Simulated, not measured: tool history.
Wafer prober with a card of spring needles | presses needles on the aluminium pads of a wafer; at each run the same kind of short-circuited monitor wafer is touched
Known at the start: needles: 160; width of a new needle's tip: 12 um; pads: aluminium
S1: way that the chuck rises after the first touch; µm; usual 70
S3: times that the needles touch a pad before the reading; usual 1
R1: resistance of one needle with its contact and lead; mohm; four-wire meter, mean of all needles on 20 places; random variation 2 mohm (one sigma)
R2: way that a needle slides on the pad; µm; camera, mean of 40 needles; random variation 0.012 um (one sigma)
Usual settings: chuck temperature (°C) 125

run 1 day=0.000 | S1=70 chuck_temperature_(°C)=125 S3=1 | R1=217 R2=10.72
-- day=0.154 tips cleaned on abrasive film
-- day=0.754 tips cleaned on abrasive film
-- day=1.500 tips cleaned on abrasive film
-- day=2.100 tips cleaned on abrasive film
run 2 day=2.496 | S1=70 chuck_temperature_(°C)=125 S3=1 | R1=217 R2=10.71
-- day=2.796 tips cleaned on abrasive film
-- day=3.396 tips cleaned on abrasive film
-- day=3.996 tips cleaned on abrasive film
-- day=4.600 tips cleaned on abrasive film
-- day=5.200 tips cleaned on abrasive film
-- day=5.800 tips cleaned on abrasive film
run 3 day=6.142 | S1=70 chuck_temperature_(°C)=125 S3=1 | R1=216 R2=10.72
-- day=6.446 tips cleaned on abrasive film
-- day=7.046 tips cleaned on abrasive film
-- day=7.646 tips cleaned on abrasive film
run 4 day=7.796 | S1=70 chuck_temperature_(°C)=125 S3=1 | R1=213 R2=10.73
-- day=8.396 tips cleaned on abrasive film
-- day=8.996 tips cleaned on abrasive film
-- day=9.454 height of the first contact set anew
-- day=9.608 tips cleaned on abrasive film
-- day=10.208 tips cleaned on abrasive film
-- day=10.812 tips cleaned on abrasive film
run 5 day=11.283 | S1=70 chuck_temperature_(°C)=125 S3=1 | R1=214 R2=10.75
-- day=11.438 tips cleaned on abrasive film
-- day=12.038 tips cleaned on abrasive film
-- day=12.642 tips cleaned on abrasive film
-- day=13.388 tips cleaned on abrasive film
-- day=13.992 tips cleaned on abrasive film
-- day=14.592 tips cleaned on abrasive film
run 6 day=14.908 | S1=70 chuck_temperature_(°C)=125 S3=1 | R1=220 R2=10.74
-- day=15.212 tips cleaned on abrasive film
-- day=15.958 tips cleaned on abrasive film
-- day=16.558 tips cleaned on abrasive film
-- day=17.162 tips cleaned on abrasive film
run 7 day=17.350 | S1=70 chuck_temperature_(°C)=125 S3=1 | R1=218 R2=10.76
-- day=17.800 tips cleaned on abrasive film
-- day=18.400 tips cleaned on abrasive film
run 8 day=18.938 | S1=70 chuck_temperature_(°C)=125 S3=2 | R1=217 R2=10.76
-- day=19.092 tips cleaned on abrasive film
-- day=19.842 tips cleaned on abrasive film
-- day=20.442 tips cleaned on abrasive film
-- day=20.750 height of the first contact set anew
-- day=21.054 tips cleaned on abrasive film
-- day=21.654 tips cleaned on abrasive film
run 9 day=21.738 | S1=70 chuck_temperature_(°C)=125 S3=2 | R1=218 R2=10.76
-- day=22.342 tips cleaned on abrasive film
-- day=22.942 tips cleaned on abrasive film
-- day=23.542 tips cleaned on abrasive film
-- day=24.142 tips cleaned on abrasive film
-- day=24.742 tips cleaned on abrasive film
run 10 day=24.979 | S1=70 chuck_temperature_(°C)=125 S3=2 | R1=215 R2=10.80
-- day=25.429 tips cleaned on abrasive film
-- day=26.029 tips cleaned on abrasive film
-- day=26.779 tips cleaned on abrasive film
-- day=27.529 tips cleaned on abrasive film
-- day=28.279 tips cleaned on abrasive film
run 11 day=28.533 | S1=70 chuck_temperature_(°C)=125 S3=2 | R1=216 R2=10.79
-- day=28.983 tips cleaned on abrasive film
-- day=29.583 tips cleaned on abrasive film
-- day=30.188 tips cleaned on abrasive film
-- day=30.788 tips cleaned on abrasive film
run 12 day=31.229 | S1=70 chuck_temperature_(°C)=125 S3=2 | R1=216 R2=10.82
-- day=31.529 tips cleaned on abrasive film
-- day=31.992 height of the first contact set anew
-- day=32.146 tips cleaned on abrasive film
-- day=32.746 tips cleaned on abrasive film
-- day=33.346 tips cleaned on abrasive film
-- day=33.946 tips cleaned on abrasive film
run 13 day=34.329 | S1=65 chuck_temperature_(°C)=27 S3=1 | R1=195 R2=10.04
-- day=34.633 tips cleaned on abrasive film
-- day=35.233 tips cleaned on abrasive film
-- day=35.833 tips cleaned on abrasive film
run 14 day=36.275 | S1=65 chuck_temperature_(°C)=27 S3=1 | R1=197 R2=10.05
-- day=36.575 tips cleaned on abrasive film
-- day=37.175 tips cleaned on abrasive film
-- day=37.779 tips cleaned on abrasive film
-- day=38.529 tips cleaned on abrasive film
-- day=39.129 tips cleaned on abrasive film
run 15 day=39.683 | S1=65 chuck_temperature_(°C)=53 S3=1 | R1=203 R2=10.08
-- day=39.838 tips cleaned on abrasive film
-- day=40.438 tips cleaned on abrasive film
-- day=41.038 tips cleaned on abrasive film
-- day=41.638 tips cleaned on abrasive film
-- day=42.388 tips cleaned on abrasive film
run 16 day=42.850 | S1=65 chuck_temperature_(°C)=83 S3=1 | R1=209 R2=10.08
-- day=43.000 tips cleaned on abrasive film
-- day=43.312 height of the first contact set anew
-- day=43.612 tips cleaned on abrasive film
-- day=44.362 tips cleaned on abrasive film
-- day=45.112 tips cleaned on abrasive film
run 17 day=45.308 | S1=65 chuck_temperature_(°C)=83 S3=1 | R1=205 R2=10.09
-- day=45.762 tips cleaned on abrasive film
-- day=46.362 tips cleaned on abrasive film
-- day=47.008 tips cleaned on abrasive film
run 18 day=47.008 | S1=87 chuck_temperature_(°C)=83 S3=2 | R1=206 R2=13.51
-- day=47.608 tips cleaned on abrasive film
-- day=48.212 tips cleaned on abrasive film
-- day=48.812 tips cleaned on abrasive film
-- day=49.412 tips cleaned on abrasive film
run 19 day=49.500 | S1=84 chuck_temperature_(°C)=83 S3=1 | R1=201 R2=13.06
-- day=50.100 tips cleaned on abrasive film
-- day=50.700 tips cleaned on abrasive film
-- day=51.450 tips cleaned on abrasive film
run 20 day=51.750 | S1=56 chuck_temperature_(°C)=125 S3=2 | R1=218 R2=8.68
-- day=52.050 tips cleaned on abrasive film
-- day=52.650 tips cleaned on abrasive film
-- day=53.250 tips cleaned on abrasive film
run 21 day=53.383 | S1=56 chuck_temperature_(°C)=125 S3=2 | R1=216 R2=8.73
-- day=53.983 tips cleaned on abrasive film
-- day=54.583 tips cleaned on abrasive film
-- day=54.596 height of the first contact set anew
-- day=55.346 tips cleaned on abrasive film
run 22 day=55.812 | S1=56 chuck_temperature_(°C)=125 S3=2 | R1=219 R2=8.72
-- day=55.967 tips cleaned on abrasive film
-- day=56.567 tips cleaned on abrasive film
-- day=57.167 tips cleaned on abrasive film
-- day=57.771 tips cleaned on abrasive film
run 23 day=58.008 | S1=71 chuck_temperature_(°C)=26 S3=2 | R1=191 R2=11.04
-- day=58.458 tips cleaned on abrasive film
-- day=59.208 tips cleaned on abrasive film
run 24 day=59.533 | S1=71 chuck_temperature_(°C)=121 S3=2 | R1=214 R2=11.07

5 ways to go on from here, each from the tool as it stands after run 24. What would each give?
-- day=59.838 tips cleaned on abrasive film
-- day=60.438 tips cleaned on abrasive film
-- day=61.038 tips cleaned on abrasive film
run A day=61.625 | S1=64 chuck_temperature_(°C)=30 S3=3 | R1=? R2=?
-- day=59.838 tips cleaned on abrasive film
-- day=60.438 tips cleaned on abrasive film
-- day=61.038 tips cleaned on abrasive film
run B day=61.625 | S1=66 chuck_temperature_(°C)=102 S3=2 | R1=? R2=?
-- day=59.838 tips cleaned on abrasive film
-- day=60.438 tips cleaned on abrasive film
-- day=61.038 tips cleaned on abrasive film
run C day=61.625 | S1=71 chuck_temperature_(°C)=121 S3=2 | R1=? R2=?
-- day=59.838 tips cleaned on abrasive film
-- day=60.438 tips cleaned on abrasive film
-- day=61.038 tips cleaned on abrasive film
run D day=61.625 | S1=83 chuck_temperature_(°C)=121 S3=2 | R1=? R2=?
-- day=59.838 tips cleaned on abrasive film
-- day=60.438 tips cleaned on abrasive film
-- day=61.038 tips cleaned on abrasive film
run E day=61.625 | S1=65 chuck_temperature_(°C)=61 S3=2 | R1=? R2=?

run=A R1=194 R2=9.98
run=B R1=211 R2=10.30
run=C R1=216 R2=11.06
run=D R1=216 R2=12.94
run=E R1=202 R2=10.15
Without the tool's hidden state the same runs would have given:
run=A R1=194 R2=9.79
run=B R1=211 R2=10.10
run=C R1=216 R2=10.85
run=D R1=215 R2=12.69
run=E R1=202 R2=9.95

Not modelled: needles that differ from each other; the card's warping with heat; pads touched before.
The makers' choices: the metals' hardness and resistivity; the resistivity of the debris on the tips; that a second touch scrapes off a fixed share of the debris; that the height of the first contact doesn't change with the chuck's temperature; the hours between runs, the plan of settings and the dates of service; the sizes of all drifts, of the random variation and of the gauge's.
